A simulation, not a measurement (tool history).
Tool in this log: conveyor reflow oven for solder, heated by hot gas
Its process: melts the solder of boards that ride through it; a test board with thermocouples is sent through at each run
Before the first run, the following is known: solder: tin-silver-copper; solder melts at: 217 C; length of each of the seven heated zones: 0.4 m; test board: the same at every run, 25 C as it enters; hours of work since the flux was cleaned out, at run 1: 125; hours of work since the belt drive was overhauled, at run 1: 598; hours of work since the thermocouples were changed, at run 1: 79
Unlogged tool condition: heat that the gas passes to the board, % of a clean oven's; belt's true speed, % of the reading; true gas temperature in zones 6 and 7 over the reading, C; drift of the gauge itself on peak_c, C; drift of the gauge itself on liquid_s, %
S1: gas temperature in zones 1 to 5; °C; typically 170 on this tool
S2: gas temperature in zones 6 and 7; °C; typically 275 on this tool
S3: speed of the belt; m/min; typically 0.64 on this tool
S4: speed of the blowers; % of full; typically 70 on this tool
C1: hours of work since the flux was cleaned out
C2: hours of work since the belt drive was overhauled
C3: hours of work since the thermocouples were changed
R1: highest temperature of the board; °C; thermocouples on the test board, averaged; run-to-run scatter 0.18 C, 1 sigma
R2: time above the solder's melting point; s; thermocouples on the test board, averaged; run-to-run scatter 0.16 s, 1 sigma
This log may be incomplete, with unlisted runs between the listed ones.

run    day   S1   S2     S3  S4   C1   C2   C3     R1    R2
  1      0  170  275   0.64  70  125  598   79  261.9  62.4
  2  0.325  170  275   0.64  70  129  602   82    262  62.7
  3  0.658  162  275   0.64  70  133  606   86  260.8  59.9
  4  1.125  162  275   0.64  70  139  612   92  260.9  59.6
  5  1.604  162  275   0.64  64  144  618   98  259.8    59
  6  2.038  162  275   0.64  64  149  623  103  259.8  58.5
  7    2.3  162  275   0.64  67  153  626  106  260.2  59.1
  8  2.554  170  275   0.64  70  156  629  109  261.9  62.8
  9  2.967  171  275  0.662  70  161  634  114    261  60.4
 10  3.208  176  282  0.558  53  164  637  117  269.9  78.8
 11  3.462  176  282  0.558  53  167  640  120    270  78.9
     3.788  -- flux residue cleaned out of gas plates and filters
 12  3.871  175  277  0.558  53    1  642  123  265.5  76.6
 13  4.096  166  271   0.64  70    4  645  125  257.9  59.5
 14  4.367  170  279  0.702  70    7  648  128  263.3  57.7
 15  4.625  170  279  0.702  70   10  651  132  263.4  57.5
 16  4.883  181  280   0.52  70   13  655  135  273.1  88.3

Below are 5 alternative next runs, each starting from the tool's condition after run 16. Predict each:
  A  5.296  183  280  0.518  70  18  660  140   ?   ?
  B  5.296  169  283   0.52  70  18  660  140   ?   ?
  C  5.296  181  280  0.651  70  18  660  140   ?   ?
  D  5.296  170  265  0.549  70  18  660  140   ?   ?
  E  5.296  181  275  0.654  70  18  660  140   ?   ?

run     R1    R2
  A  273.1  89.9
  B  275.6  85.3
  C  268.1  67.8
  D  256.8  71.7
  E  263.3  65.8
With the hidden condition removed and each run's random variation left untouched, the same runs would have given:
run     R1    R2
  A  272.7    88
  B  275.2  83.4
  C  267.6  66.3
  D  256.4  69.9
  E  262.8  64.3
